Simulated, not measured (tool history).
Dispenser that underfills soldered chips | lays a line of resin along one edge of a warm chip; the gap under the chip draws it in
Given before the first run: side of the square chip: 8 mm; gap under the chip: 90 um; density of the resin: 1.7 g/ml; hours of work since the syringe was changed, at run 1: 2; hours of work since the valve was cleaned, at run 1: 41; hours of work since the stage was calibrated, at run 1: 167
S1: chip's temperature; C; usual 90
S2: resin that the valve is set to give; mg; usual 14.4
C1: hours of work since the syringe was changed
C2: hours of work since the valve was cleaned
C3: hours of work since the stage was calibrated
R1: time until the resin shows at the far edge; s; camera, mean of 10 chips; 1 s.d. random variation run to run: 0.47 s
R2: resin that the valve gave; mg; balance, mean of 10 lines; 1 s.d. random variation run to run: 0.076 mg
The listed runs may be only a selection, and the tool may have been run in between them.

| run | hour | S1 | S2 | C1 | C2 | C3 | R1 | R2 |
|---|---|---|---|---|---|---|---|---|
| 1 | 0.0 | 90 | 14.4 | 2 | 41 | 167 | 39.4 | 14.03 |
|  | 4.9 | new syringe of resin |
| 2 | 6.6 | 90 | 13.1 | 1 | 45 | 172 | 38.6 | 12.77 |
|  | 12.6 | new syringe of resin |
| 3 | 16.4 | 90 | 13.1 | 3 | 53 | 179 | 41.0 | 12.66 |
|  | 20.0 | new syringe of resin |
| 4 | 25.0 | 90 | 13.1 | 4 | 59 | 185 | 42.2 | 12.56 |
|  | 27.8 | new syringe of resin |
| 5 | 34.0 | 90 | 14.4 | 5 | 66 | 192 | 43.1 | 13.80 |
|  | 35.8 | new syringe of resin |
| 6 | 38.5 | 90 | 14.4 | 2 | 69 | 195 | 38.8 | 13.86 |
|  | 43.6 | new syringe of resin |
| 7 | 44.7 | 90 | 14.4 | 1 | 74 | 200 | 37.8 | 13.60 |
|  | 51.4 | new syringe of resin |
| 8 | 53.3 | 90 | 14.4 | 2 | 80 | 206 | 37.9 | 13.72 |
|  | 59.1 | new syringe of resin |
| 9 | 61.6 | 90 | 14.4 | 2 | 86 | 213 | 39.3 | 13.44 |
|  | 66.4 | new syringe of resin |
| 10 | 70.5 | 90 | 14.4 | 3 | 93 | 219 | 38.6 | 13.35 |
|  | 73.9 | new syringe of resin |
| 11 | 75.8 | 90 | 14.4 | 1 | 97 | 223 | 37.2 | 13.42 |
|  | 81.9 | new syringe of resin |
| 12 | 84.1 | 90 | 14.4 | 2 | 103 | 229 | 38.2 | 13.44 |
|  | 89.4 | new syringe of resin |
| 13 | 91.7 | 90 | 14.4 | 2 | 109 | 235 | 38.6 | 13.38 |
|  | 97.1 | new syringe of resin |
| 14 | 100.4 | 90 | 14.4 | 3 | 115 | 242 | 38.7 | 13.24 |
|  | 104.6 | new syringe of resin |
| 15 | 109.8 | 90 | 14.4 | 4 | 122 | 249 | 41.4 | 13.24 |
|  | 112.2 | new syringe of resin |
| 16 | 114.3 | 90 | 14.4 | 2 | 126 | 252 | 38.4 | 13.19 |
|  | 120.1 | new syringe of resin |
| 17 | 120.9 | 85 | 14.4 | 1 | 131 | 257 | 42.6 | 13.17 |
|  | 127.7 | new syringe of resin |
| 18 | 130.2 | 81 | 14.4 | 2 | 138 | 264 | 50.6 | 12.96 |
|  | 132.6 | dispensing valve cleaned and set on the balance |
|  | 136.3 | new syringe of resin |
| 19 | 139.7 | 81 | 14.4 | 3 | 5 | 270 | 51.8 | 14.35 |
|  | 144.1 | new syringe of resin |
| 20 | 149.3 | 83 | 18.6 | 4 | 12 | 277 | 48.8 | 18.19 |
|  | 151.5 | new syringe of resin |
| 21 | 155.9 | 101 | 18.7 | 3 | 17 | 282 | 28.2 | 18.41 |
|  | 159.2 | new syringe of resin |
| 22 | 160.6 | 101 | 18.7 | 1 | 21 | 286 | 26.4 | 18.48 |
| 23 | 166.1 | 101 | 18.7 | 5 | 25 | 290 | 29.4 | 18.08 |
|  | 167.3 | new syringe of resin |
| 24 | 172.4 | 101 | 18.7 | 4 | 30 | 295 | 28.3 | 18.37 |
|  | 175.2 | new syringe of resin |
| 25 | 179.6 | 101 | 18.7 | 3 | 35 | 300 | 29.0 | 18.13 |
|  | 183.1 | new syringe of resin |
| 26 | 184.4 | 77 | 14.4 | 1 | 39 | 303 | 56.1 | 13.93 |
|  | 190.5 | new syringe of resin |
| 27 | 190.5 | 105 | 14.4 | 0 | 43 | 308 | 24.1 | 13.76 |
| 28 | 194.8 | 100 | 15.4 | 3 | 46 | 311 | 29.8 | 14.83 |
|  | 197.9 | new syringe of resin |
| 29 | 201.5 | 75 | 13.2 | 3 | 51 | 316 | 63.4 | 12.73 |
|  | 205.5 | new syringe of resin |
| 30 | 210.9 | 75 | 13.2 | 4 | 58 | 323 | 65.4 | 12.64 |
|  | 212.9 | new syringe of resin |
|  | 220.3 | new syringe of resin |
| 31 | 220.3 | 81 | 16.7 | 0 | 65 | 330 | 45.6 | 15.84 |
|  | 228.5 | new syringe of resin |
| 32 | 229.5 | 102 | 15.8 | 1 | 72 | 337 | 26.4 | 14.98 |
| 33 | 233.6 | 99 | 14.4 | 4 | 75 | 340 | 31.2 | 13.64 |

A few steps of R1 between consecutive runs. Split each: what settings, incoming material and random variation would produce without the hidden state, and what is left over for the hidden state, along with gauge scatter present in only one of the two compared results (measured, and without hidden state):
Hidden state at play: resin's viscosity, % of fresh resin's; dose that the valve gives, % of what is set; true chip temperature over the reading, C; drift of the gauge itself on fill_s, %; drift of the gauge itself on given_mg, %.
Run 5 -> 6: new syringe of resin. R1 -4.3 s: hidden state -3.9, all else -0.4.
Run 22 -> 23: nothing adjusted, nothing logged. R1 +3.0 s: hidden state +3.6, all else -0.6.
Run 25 -> 26: S1 101 -> 77, S2 18.7 -> 14.4, new syringe of resin. R1 +27.1 s: hidden state -0.6, all else +27.7.
Run 26 -> 27: S1 77 -> 105, new syringe of resin. R1 -32.0 s: hidden state -2.4, all else -29.6.
Run 28 -> 29: S1 100 -> 75, S2 15.4 -> 13.2, new syringe of resin. R1 +33.6 s: hidden state +1.9, all else +31.7.
Run 30 -> 31: S1 75 -> 81, S2 13.2 -> 16.7, new syringe of resin, new syringe of resin. R1 -19.8 s: hidden state -7.9, all else -11.9.
